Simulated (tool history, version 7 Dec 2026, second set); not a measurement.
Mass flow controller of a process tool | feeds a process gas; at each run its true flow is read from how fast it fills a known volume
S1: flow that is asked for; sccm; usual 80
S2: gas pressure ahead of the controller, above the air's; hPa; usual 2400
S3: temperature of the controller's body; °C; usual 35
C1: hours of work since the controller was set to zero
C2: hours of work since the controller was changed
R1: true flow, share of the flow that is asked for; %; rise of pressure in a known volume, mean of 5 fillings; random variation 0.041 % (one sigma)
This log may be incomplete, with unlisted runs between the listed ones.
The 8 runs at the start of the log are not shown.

run	hour	S1	S2	S3	C1	C2	R1
# hour 2358.6: controller's zero set anew
9	2548.2	64	2400	35	87	7106	99.45
10	2889.0	80	2400	35	243	7263	99.57
11	3292.8	80	2400	35	428	7448	99.62
12	3474.4	80	2400	35	512	7531	99.60
13	3816.3	80	2400	35	668	7688	99.64
14	4156.1	80	2400	35	824	7843	99.60
# hour 4331.3: controller's zero set anew, once more
15	4450.9	80	2400	35	55	7978	97.95
16	4771.0	80	2400	22	202	8125	98.36
17	5115.8	24	2400	35	360	8283	96.14
18	5334.7	75	2750	26	460	8384	98.20
19	5632.3	63	1890	28	596	8520	97.57
20	6004.1	59	1820	29	767	8690	97.40
21	6283.7	59	1820	29	895	8819	97.41
22	6700.3	80	2400	29	1086	9010	98.26
23	7113.9	42	2400	37	1276	9199	96.75
24	7456.7	42	2130	27	1433	9356	97.14
25	7722.1	64	1460	26	1555	9478	97.73
26	7950.9	64	1460	26	1659	9583	97.66
27	8319.2	64	1460	26	1828	9752	97.73
28	8662.1	19	2090	21	1985	9909	97.23
29	9056.7	22	2400	37	2166	10090	96.79
30	9264.6	45	1990	33	2262	10185	96.98
31	9572.8	21	1770	33	2403	10327	96.98
32	9947.0	13	2670	25	2575	10498	98.10
33	10200.2	80	2400	26	2691	10614	98.35

Each row is a separate what-if for the run after 33, all from the same tool condition, not one after another. Results?
A	10545.8	30	1870	29	2849	10773	?
B	10545.8	14	1590	21	2849	10773	?
C	10545.8	14	1450	33	2849	10773	?
D	10545.8	80	2400	20	2849	10773	?

run	R1
A	97.19
B	98.12
C	97.70
D	98.53
With the hidden condition removed and each run's random variation left untouched, the same runs would have given:
run	R1
A	97.45
B	97.11
C	96.68
D	99.50
